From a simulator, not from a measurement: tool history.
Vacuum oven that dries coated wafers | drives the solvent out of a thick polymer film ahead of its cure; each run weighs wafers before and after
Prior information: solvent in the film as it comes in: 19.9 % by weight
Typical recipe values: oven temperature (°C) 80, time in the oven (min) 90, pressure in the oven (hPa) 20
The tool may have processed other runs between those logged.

Run 1, hour 0: usual settings. Result: solvent left in the film (%) 2.33.
Run 2, hour 60.3: usual settings. Result: solvent left in the film (%) 2.29.
Run 3, hour 143.9: usual settings but time in the oven (min) 56. Result: solvent left in the film (%) 4.42.
Run 4, hour 195: usual settings but time in the oven (min) 56. Result: solvent left in the film (%) 4.43.
Run 5, hour 279.7: usual settings but time in the oven (min) 56. Result: solvent left in the film (%) 4.48.
Run 6, hour 325.7: usual settings. Result: solvent left in the film (%) 2.41.
Run 7, hour 414.8: usual settings. Result: solvent left in the film (%) 2.44.
Run 8, hour 458.2: usual settings but time in the oven (min) 161. Result: solvent left in the film (%) 1.11.
Run 9, hour 544.2: usual settings but time in the oven (min) 161. Result: solvent left in the film (%) 1.14.
Run 10, hour 613.4: usual settings but time in the oven (min) 161. Result: solvent left in the film (%) 1.18.
Run 11, hour 685.2: usual settings but time in the oven (min) 161. Result: solvent left in the film (%) 1.16.
Run 12, hour 777.2: usual settings but time in the oven (min) 161. Result: solvent left in the film (%) 1.15.
Run 13, hour 837.4: usual settings but time in the oven (min) 161. Result: solvent left in the film (%) 1.2.
Run 14, hour 909.8: usual settings but time in the oven (min) 161. Result: solvent left in the film (%) 1.19.
Run 15, hour 965: usual settings but time in the oven (min) 161. Result: solvent left in the film (%) 1.24.
Run 16, hour 1067.2: usual settings but time in the oven (min) 161. Result: solvent left in the film (%) 1.22.
Run 17, hour 1135.2: usual settings but time in the oven (min) 161, pressure in the oven (hPa) 65. Result: solvent left in the film (%) 3.01.
Run 18, hour 1213.3: usual settings. Result: solvent left in the film (%) 2.61.
Run 19, hour 1277: usual settings. Result: solvent left in the film (%) 2.62.
Run 20, hour 1334.9: usual settings. Result: solvent left in the film (%) 2.64.
At hour 1416.3: oven's thermocouples calibrated.
Run 21, hour 1432.3: usual settings but time in the oven (min) 137, pressure in the oven (hPa) 16.9. Result: solvent left in the film (%) 1.15.
Run 22, hour 1480: usual settings but time in the oven (min) 137, pressure in the oven (hPa) 16.9. Result: solvent left in the film (%) 1.24.
At hour 1515.6: vacuum gauge cleaned of residue and calibrated.
Run 23, hour 1582.5: usual settings but oven temperature (°C) 92, time in the oven (min) 113, pressure in the oven (hPa) 10.8. Result: solvent left in the film (%) 0.26.
Run 24, hour 1660.2: usual settings but oven temperature (°C) 89, time in the oven (min) 113, pressure in the oven (hPa) 49.9. Result: solvent left in the film (%) 1.46.
Run 25, hour 1757.5: usual settings but oven temperature (°C) 89, time in the oven (min) 113, pressure in the oven (hPa) 49.9. Result: solvent left in the film (%) 1.4.
Run 26, hour 1817.1: usual settings but oven temperature (°C) 69, time in the oven (min) 110, pressure in the oven (hPa) 20.4. Result: solvent left in the film (%) 5.53.
Run 27, hour 1922.5: usual settings but oven temperature (°C) 69, time in the oven (min) 110, pressure in the oven (hPa) 20.4. Result: solvent left in the film (%) 5.62.
Run 28, hour 1983.7: usual settings but oven temperature (°C) 76, pressure in the oven (hPa) 14.4. Result: solvent left in the film (%) 3.34.
Run 29, hour 2029.8: usual settings but oven temperature (°C) 85, time in the oven (min) 51, pressure in the oven (hPa) 12.8. Result: solvent left in the film (%) 2.68.
Run 30, hour 2109.7: usual settings but oven temperature (°C) 85, time in the oven (min) 51, pressure in the oven (hPa) 21.8. Result: solvent left in the film (%) 2.98.
Run 31, hour 2212.7: usual settings but pressure in the oven (hPa) 22.5. Result: solvent left in the film (%) 2.4.
Run 32, hour 2299.6: usual settings but pressure in the oven (hPa) 22.5. Result: solvent left in the film (%) 2.39.
Run 33, hour 2390.5: usual settings but pressure in the oven (hPa) 63.5. Result: solvent left in the film (%) 3.91.
Run 34, hour 2437.9: usual settings but pressure in the oven (hPa) 63.5. Result: solvent left in the film (%) 3.92.
Run 35, hour 2495: usual settings but time in the oven (min) 65, pressure in the oven (hPa) 63.7. Result: solvent left in the film (%) 5.22.
Run 36, hour 2567.4: usual settings but time in the oven (min) 86. Result: solvent left in the film (%) 2.57.
Run 37, hour 2673.8: usual settings but time in the oven (min) 86. Result: solvent left in the film (%) 2.56.
Run 38, hour 2766.2: usual settings but oven temperature (°C) 90, time in the oven (min) 130, pressure in the oven (hPa) 22.9. Result: solvent left in the film (%) 0.69.

Measured result minus the same run's result without the hidden state. Both carry the same run-to-run variation, though not necessarily the same gauge scatter:
The tool's hidden condition here consists of: true wafer temperature over the reading, C; true pressure over the reading, kPa; drift of the gauge itself on solvent_pct, %.
run  solvent left in the film (%)
  1                         +0.18
  2                         +0.19
  3                         +0.27
  4                         +0.28
  5                         +0.31
  6                         +0.26
  7                         +0.29
  8                         +0.18
  9                         +0.18
 10                         +0.19
 11                         +0.21
 12                         +0.22
 13                         +0.23
 14                         +0.23
 15                         +0.24
 16                         +0.25
 17                         +0.34
 18                         +0.47
 19                          +0.5
 20                          +0.5
 21                         +0.14
 22                         +0.16
 23                         +0.01
 24                         +0.02
 25                         +0.02
 26                         +0.14
 27                         +0.17
 28                         +0.16
 29                         +0.15
 30                         +0.17
 31                         +0.18
 32                          +0.2
 33                         +0.25
 34                         +0.26
 35                         +0.33
 36                         +0.28
 37                          +0.3
 38                         +0.07

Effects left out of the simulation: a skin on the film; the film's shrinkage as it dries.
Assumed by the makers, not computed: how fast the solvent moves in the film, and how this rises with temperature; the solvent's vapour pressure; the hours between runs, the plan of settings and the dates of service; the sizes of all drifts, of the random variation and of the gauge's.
